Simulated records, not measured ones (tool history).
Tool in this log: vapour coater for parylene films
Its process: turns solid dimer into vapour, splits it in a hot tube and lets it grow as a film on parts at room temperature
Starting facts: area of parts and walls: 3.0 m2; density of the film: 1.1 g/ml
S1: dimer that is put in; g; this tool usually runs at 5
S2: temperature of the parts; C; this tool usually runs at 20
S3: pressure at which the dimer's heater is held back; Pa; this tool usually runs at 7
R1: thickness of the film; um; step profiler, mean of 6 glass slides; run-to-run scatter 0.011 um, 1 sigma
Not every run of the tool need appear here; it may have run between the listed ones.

run 1 hour=0 | S1=5 S2=20 S3=7 | R1=0.99
run 2 hour=28.5 | S1=5 S2=20 S3=7 | R1=0.97
run 3 hour=56.4 | S1=5 S2=20 S3=7 | R1=0.98
run 4 hour=98.7 | S1=5 S2=20 S3=9.63 | R1=0.91
run 5 hour=127.1 | S1=5 S2=20 S3=7 | R1=0.96
run 6 hour=174.5 | S1=5 S2=22 S3=7 | R1=0.88
run 7 hour=221.1 | S1=5 S2=16 S3=7 | R1=1.06
run 8 hour=240.5 | S1=5 S2=24 S3=7 | R1=0.83
run 9 hour=271.9 | S1=5 S2=24 S3=7 | R1=0.95
run 10 hour=298.7 | S1=5 S2=24 S3=7 | R1=0.94
run 11 hour=341 | S1=5 S2=24 S3=7 | R1=0.95
run 12 hour=378.9 | S1=5 S2=24 S3=2.43 | R1=1.11
run 13 hour=406.8 | S1=5 S2=20 S3=7 | R1=1.03
run 14 hour=447.5 | S1=5 S2=20 S3=7 | R1=1.04
run 15 hour=469.4 | S1=5 S2=20 S3=7 | R1=1.03
run 16 hour=502.7 | S1=3 S2=20 S3=7 | R1=0.62
run 17 hour=532.3 | S1=3 S2=20 S3=7 | R1=0.61
run 18 hour=560.8 | S1=3 S2=20 S3=9.2 | R1=0.57
run 19 hour=583 | S1=3 S2=20 S3=9.2 | R1=0.58
run 20 hour=621.3 | S1=3 S2=20 S3=9.2 | R1=0.58
run 21 hour=643.6 | S1=5 S2=20 S3=7 | R1=1.02
run 22 hour=681.8 | S1=5 S2=20 S3=7 | R1=0.98
run 23 hour=703.6 | S1=5 S2=29 S3=7 | R1=0.74
run 24 hour=747.4 | S1=5 S2=29 S3=7 | R1=0.73
run 25 hour=778.7 | S1=7 S2=13 S3=4.8 | R1=1.81
run 26 hour=813.4 | S1=5 S2=21 S3=8.73 | R1=0.89
run 27 hour=851.2 | S1=5 S2=21 S3=8.73 | R1=0.88
run 28 hour=873.9 | S1=5 S2=20 S3=4.29 | R1=1.07
run 29 hour=899.8 | S1=5 S2=28 S3=2.5 | R1=0.9
run 30 hour=933.6 | S1=5 S2=28 S3=2.5 | R1=0.88
run 31 hour=972.2 | S1=2 S2=21 S3=9.26 | R1=0.36
run 32 hour=992.2 | S1=2 S2=21 S3=2.92 | R1=0.42
run 33 hour=1022.1 | S1=2 S2=21 S3=2.92 | R1=0.5
run 34 hour=1049.5 | S1=2 S2=21 S3=2.92 | R1=0.51
run 35 hour=1078 | S1=5 S2=16 S3=9.5 | R1=1.11
run 36 hour=1098.9 | S1=2 S2=20 S3=2.59 | R1=0.5
run 37 hour=1120.9 | S1=2 S2=20 S3=3.48 | R1=0.48
run 38 hour=1140.8 | S1=2 S2=19 S3=7 | R1=0.43
run 39 hour=1174.5 | S1=3 S2=20 S3=7.82 | R1=0.6
run 40 hour=1204 | S1=6 S2=17 S3=7 | R1=1.34
run 41 hour=1247.7 | S1=3 S2=21 S3=2.74 | R1=0.7
run 42 hour=1292.9 | S1=4 S2=14 S3=2.32 | R1=1.15
run 43 hour=1337.3 | S1=4 S2=14 S3=2.32 | R1=1.11
run 44 hour=1381 | S1=4 S2=21 S3=8.32 | R1=0.76
run 45 hour=1405.4 | S1=4 S2=20 S3=7 | R1=0.78
run 46 hour=1447.6 | S1=4 S2=20 S3=7 | R1=0.79
run 47 hour=1493.6 | S1=8 S2=20 S3=2.72 | R1=1.83

Withheld: 2 entries from between the runs. Position of each, and hidden state at the listed run before versus the listed run after:
Between runs 8 and 9: trap's valve overhauled (hour 248.3)
  vapour lost through the trap's worn valve, %: 12.6 -> 0.5; true temperature of the parts over the reading, C: 0.13 -> 0.15
  measured minus no-state result, R1: -0.13 -> -0.01 um
Between runs 32 and 33: trap's valve overhauled (hour 1019.7)
  vapour lost through the trap's worn valve, %: 12.7 -> 0.4; true temperature of the parts over the reading, C: 0.48 -> 0.49
  measured minus no-state result, R1: -0.07 -> +0 um

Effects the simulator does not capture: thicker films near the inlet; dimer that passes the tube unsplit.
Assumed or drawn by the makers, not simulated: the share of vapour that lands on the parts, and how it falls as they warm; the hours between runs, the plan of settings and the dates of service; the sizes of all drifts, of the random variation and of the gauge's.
